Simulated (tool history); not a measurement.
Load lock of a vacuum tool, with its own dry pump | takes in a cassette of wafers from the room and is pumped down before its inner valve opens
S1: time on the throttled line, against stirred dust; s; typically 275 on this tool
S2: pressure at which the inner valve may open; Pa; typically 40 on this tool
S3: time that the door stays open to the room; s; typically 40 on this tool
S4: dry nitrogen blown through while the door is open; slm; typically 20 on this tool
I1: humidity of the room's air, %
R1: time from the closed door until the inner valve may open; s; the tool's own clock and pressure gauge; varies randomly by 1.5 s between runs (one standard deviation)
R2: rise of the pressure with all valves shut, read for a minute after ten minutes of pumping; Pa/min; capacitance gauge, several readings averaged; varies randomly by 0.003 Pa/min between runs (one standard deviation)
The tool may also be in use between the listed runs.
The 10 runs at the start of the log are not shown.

{"run": 11, "hour": 3956.7, "S1": 275, "S2": 40, "S3": 40, "S4": 20, "I1": 50, "R1": 346.2, "R2": 0.464}
{"hour": 4247.8, "done": "door's seal changed, seat wiped"}
{"run": 12, "hour": 4247.8, "S1": 275, "S2": 40, "S3": 40, "S4": 20, "I1": 47.3, "R1": 347.5, "R2": 0.025}
{"run": 13, "hour": 4759.4, "S1": 275, "S2": 40, "S3": 26, "S4": 20, "I1": 47.9, "R1": 345.8, "R2": 0.021}
{"run": 14, "hour": 4993.2, "S1": 275, "S2": 40, "S3": 205, "S4": 20, "I1": 46, "R1": 347.1, "R2": 0.066}
{"run": 15, "hour": 5235.5, "S1": 275, "S2": 40, "S3": 205, "S4": 20, "I1": 45.2, "R1": 345.1, "R2": 0.06}
{"run": 16, "hour": 5673.7, "S1": 275, "S2": 40, "S3": 40, "S4": 20, "I1": 44.5, "R1": 347.4, "R2": 0.039}
{"run": 17, "hour": 6227.8, "S1": 275, "S2": 40, "S3": 40, "S4": 20, "I1": 48.4, "R1": 346.6, "R2": 0.054}
{"run": 18, "hour": 6585.2, "S1": 275, "S2": 40, "S3": 40, "S4": 20, "I1": 39.4, "R1": 349.5, "R2": 0.064}
{"run": 19, "hour": 6943.7, "S1": 275, "S2": 61, "S3": 28, "S4": 20, "I1": 41.7, "R1": 342.4, "R2": 0.07}
{"run": 20, "hour": 7246.1, "S1": 185, "S2": 61, "S3": 28, "S4": 20, "I1": 44.4, "R1": 262.9, "R2": 0.08}
{"run": 21, "hour": 7497.0, "S1": 233, "S2": 40, "S3": 61, "S4": 20, "I1": 45.5, "R1": 309.4, "R2": 0.092}
{"run": 22, "hour": 8056.9, "S1": 275, "S2": 66, "S3": 43, "S4": 20, "I1": 47.7, "R1": 343.2, "R2": 0.113}
{"run": 23, "hour": 8589.2, "S1": 275, "S2": 66, "S3": 43, "S4": 20, "I1": 45.2, "R1": 340.8, "R2": 0.125}
{"run": 24, "hour": 9094.1, "S1": 288, "S2": 40, "S3": 27, "S4": 20, "I1": 45.6, "R1": 362.5, "R2": 0.137}
{"run": 25, "hour": 9460.2, "S1": 526, "S2": 43, "S3": 134, "S4": 35, "I1": 46.6, "R1": 574.4, "R2": 0.165}
{"run": 26, "hour": 9817.4, "S1": 526, "S2": 30, "S3": 31, "S4": 35, "I1": 46.1, "R1": 577.5, "R2": 0.165}
{"run": 27, "hour": 10369.1, "S1": 316, "S2": 28, "S3": 40, "S4": 18, "I1": 44.1, "R1": 393.5, "R2": 0.189}
{"run": 28, "hour": 10871.6, "S1": 316, "S2": 28, "S3": 40, "S4": 18, "I1": 43, "R1": 391.5, "R2": 0.205}
{"run": 29, "hour": 11195.9, "S1": 168, "S2": 28, "S3": 132, "S4": 18, "I1": 41.5, "R1": 257.8, "R2": 0.236}
{"run": 30, "hour": 11715.1, "S1": 275, "S2": 40, "S3": 55, "S4": 20, "I1": 42.8, "R1": 351.6, "R2": 0.245}
{"run": 31, "hour": 11999.5, "S1": 275, "S2": 40, "S3": 55, "S4": 20, "I1": 43.7, "R1": 352.1, "R2": 0.273}
{"run": 32, "hour": 12462.0, "S1": 275, "S2": 40, "S3": 55, "S4": 20, "I1": 46.9, "R1": 349.7, "R2": 0.299}
{"run": 33, "hour": 12981.5, "S1": 176, "S2": 36, "S3": 89, "S4": 17, "I1": 43.8, "R1": 264.4, "R2": 0.337}
{"run": 34, "hour": 13519.1, "S1": 176, "S2": 36, "S3": 89, "S4": 17, "I1": 45.3, "R1": 263.1, "R2": 0.373}
{"run": 35, "hour": 13797.6, "S1": 374, "S2": 36, "S3": 197, "S4": 17, "I1": 43.1, "R1": 443.2, "R2": 0.403}

What if the next run were any one of these 3? Each begins from the tool's condition after run 35:
{"run": "A", "hour": 14185.6, "S1": 374, "S2": 36, "S3": 99, "S4": 17, "I1": 45.6, "R1": "?", "R2": "?"}
{"run": "B", "hour": 14185.6, "S1": 374, "S2": 36, "S3": 197, "S4": 37, "I1": 48.7, "R1": "?", "R2": "?"}
{"run": "C", "hour": 14185.6, "S1": 257, "S2": 40, "S3": 60, "S4": 7, "I1": 45.1, "R1": "?", "R2": "?"}

run=A R1=443.6 R2=0.408
run=B R1=441.4 R2=0.426
run=C R1=336.1 R2=0.405
Without the tool's unlogged condition, the same runs would have read:
run=A R1=434.3 R2=0.034
run=B R1=432.1 R2=0.044
run=C R1=325.4 R2=0.028
